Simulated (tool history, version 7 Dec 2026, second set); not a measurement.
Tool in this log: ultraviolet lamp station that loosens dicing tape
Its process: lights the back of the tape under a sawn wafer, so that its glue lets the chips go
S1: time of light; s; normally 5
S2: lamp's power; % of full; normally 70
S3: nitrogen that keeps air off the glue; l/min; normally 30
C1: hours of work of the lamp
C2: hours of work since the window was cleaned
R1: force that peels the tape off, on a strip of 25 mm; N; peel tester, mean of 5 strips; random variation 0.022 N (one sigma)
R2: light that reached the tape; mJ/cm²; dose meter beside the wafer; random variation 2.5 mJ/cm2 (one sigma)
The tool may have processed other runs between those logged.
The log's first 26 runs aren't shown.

run 27 hour=889.1 | S1=3 S2=97 S3=27 | C1=1168 C2=237 | R1=2.474 R2=168
run 28 hour=926.7 | S1=3 S2=97 S3=27 | C1=1194 C2=263 | R1=2.425 R2=170
run 29 hour=974.0 | S1=5 S2=70 S3=39 | C1=1226 C2=295 | R1=1.712 R2=199
run 30 hour=1020.0 | S1=5 S2=62 S3=22 | C1=1258 C2=326 | R1=2.570 R2=178
run 31 hour=1043.1 | S1=5 S2=70 S3=30 | C1=1273 C2=342 | R1=1.993 R2=198
run 32 hour=1075.3 | S1=3 S2=87 S3=30 | C1=1295 C2=364 | R1=2.898 R2=143
run 33 hour=1103.9 | S1=3 S2=87 S3=30 | C1=1315 C2=384 | R1=2.919 R2=143
run 34 hour=1138.6 | S1=5 S2=70 S3=28 | C1=1338 C2=407 | R1=2.135 R2=194
run 35 hour=1164.6 | S1=3 S2=88 S3=21 | C1=1356 C2=425 | R1=3.212 R2=146
run 36 hour=1200.9 | S1=3 S2=88 S3=21 | C1=1381 C2=450 | R1=3.213 R2=139
run 37 hour=1250.6 | S1=3 S2=88 S3=21 | C1=1415 C2=484 | R1=3.228 R2=142
-- hour=1263.1 window cleaned of glue's vapour
run 38 hour=1294.8 | S1=3 S2=88 S3=36 | C1=1445 C2=22 | R1=2.573 R2=148
run 39 hour=1324.2 | S1=9 S2=63 S3=10 | C1=1465 C2=42 | R1=1.542 R2=315
run 40 hour=1363.7 | S1=5 S2=68 S3=36 | C1=1492 C2=69 | R1=2.090 R2=184
run 41 hour=1396.1 | S1=5 S2=68 S3=36 | C1=1514 C2=91 | R1=2.070 R2=185
run 42 hour=1435.0 | S1=5 S2=70 S3=14 | C1=1540 C2=117 | R1=2.709 R2=181
run 43 hour=1484.8 | S1=3 S2=88 S3=30 | C1=1574 C2=151 | R1=3.034 R2=140

What if the next run were any one of these 3? Each begins from the tool's condition after run 43:
run A hour=1532.8 | S1=2 S2=88 S3=30 | C1=1607 C2=184 | R1=? R2=?
run B hour=1532.8 | S1=2 S2=87 S3=30 | C1=1607 C2=184 | R1=? R2=?
run C hour=1532.8 | S1=7 S2=96 S3=17 | C1=1607 C2=184 | R1=? R2=?

run=A R1=4.177 R2=91
run=B R1=4.246 R2=90
run=C R1=0.994 R2=352
With no hidden state in the tool, these same runs would have given:
run=A R1=2.850 R2=145
run=B R1=2.905 R2=143
run=C R1=0.377 R2=557
